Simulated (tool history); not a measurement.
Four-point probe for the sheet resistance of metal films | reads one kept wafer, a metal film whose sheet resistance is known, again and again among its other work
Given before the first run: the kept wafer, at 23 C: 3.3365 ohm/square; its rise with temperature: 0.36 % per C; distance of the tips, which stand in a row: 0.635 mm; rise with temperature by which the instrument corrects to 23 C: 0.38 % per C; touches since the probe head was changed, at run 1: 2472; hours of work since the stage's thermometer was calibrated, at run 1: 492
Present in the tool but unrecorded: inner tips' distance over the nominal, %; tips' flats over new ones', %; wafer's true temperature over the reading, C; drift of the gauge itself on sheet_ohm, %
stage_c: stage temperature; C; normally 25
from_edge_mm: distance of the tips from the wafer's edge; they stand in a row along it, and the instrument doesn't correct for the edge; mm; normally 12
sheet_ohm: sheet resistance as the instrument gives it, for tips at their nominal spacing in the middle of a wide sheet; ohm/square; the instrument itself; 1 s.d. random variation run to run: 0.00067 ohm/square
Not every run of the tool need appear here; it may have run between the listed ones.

run,hour,stage_c,from_edge_mm,touches since the probe head was changed,hours of work since the stage's thermometer was calibrated,sheet_ohm
1,0,25,12,2472,492,3.333353
2,12.2,25,9,2815,501,3.336368
3,32.1,25,9,3373,515,3.337211
4,51.4,25,9,3912,529,3.335503
5,71.7,25,9,4483,543,3.335054
6,95.9,25,9,5159,560,3.335793
7,107.4,25,9,5482,568,3.33568
8,132.8,32,9,6193,586,3.331212
9,159.2,32,9,6934,605,3.331318
10,183.4,32,9,7612,622,3.330321
11,198.6,29,12,8038,633,3.329489
12,217.2,29,12,8560,646,3.329725
13,235.5,25,12,9072,659,3.332725
14,258.5,32,12,9716,675,3.326192
15,272,32,5,10094,684,3.351524
16,297.8,32,5,10817,703,3.350165
17,310.1,32,5,11163,711,3.350168
18,322.4,25,67,11506,720,3.326535
19,336.3,25,12,11896,730,3.331297
20,355.3,25,12,12430,743,3.33107
21,377.8,25,12,13060,759,3.332504
22,396,25,12,13568,772,3.331464
23,415.4,25,12,14113,786,3.331422
24,429.9,20,48,14519,796,3.330845
25,450.7,21,13,15104,811,3.333543
26,463.4,21,13,15460,820,3.333184
27,478.2,19,10,15872,830,3.338344
28,493.3,33,38,16296,841,3.321244
29,513.3,23,36,16856,855,3.328341
30,529,22,4,17296,866,3.372145
31,540.6,21,8,17621,874,3.341113
32,555.1,21,8,18029,884,3.340537
33,568,21,58,18389,894,3.329305
34,588.1,21,11,18953,908,3.334185
35,602.8,25,11,19366,918,3.331172
36,628,25,11,20072,936,3.331527
37,651.7,19,15,20735,953,3.332521
38,675.2,31,16,21392,969,3.324204
39,700.6,31,16,22106,987,3.323908
40,719.4,28,17,22633,1000,3.325356
41,738.2,18,39,23160,1014,3.330441
42,763.1,18,39,23857,1031,3.330366
43,787.9,18,39,24553,1049,3.331498
44,805.2,28,28,25035,1061,3.32385
45,824.1,22,28,25566,1074,3.327169

Below are 4 alternative next runs, each starting from the tool's condition after run 45. Predict each:
A,835.6,21,28,25888,1083,?
B,835.6,21,31,25888,1083,?
C,835.6,24,6,25888,1083,?
D,835.6,22,20,25888,1083,?

run,sheet_ohm
A,3.328397
B,3.329069
C,3.345386
D,3.329135
Stripped of hidden state, with their random variation kept, the same runs would have yielded:
run,sheet_ohm
A,3.338376
B,3.33905
C,3.355443
D,3.339127
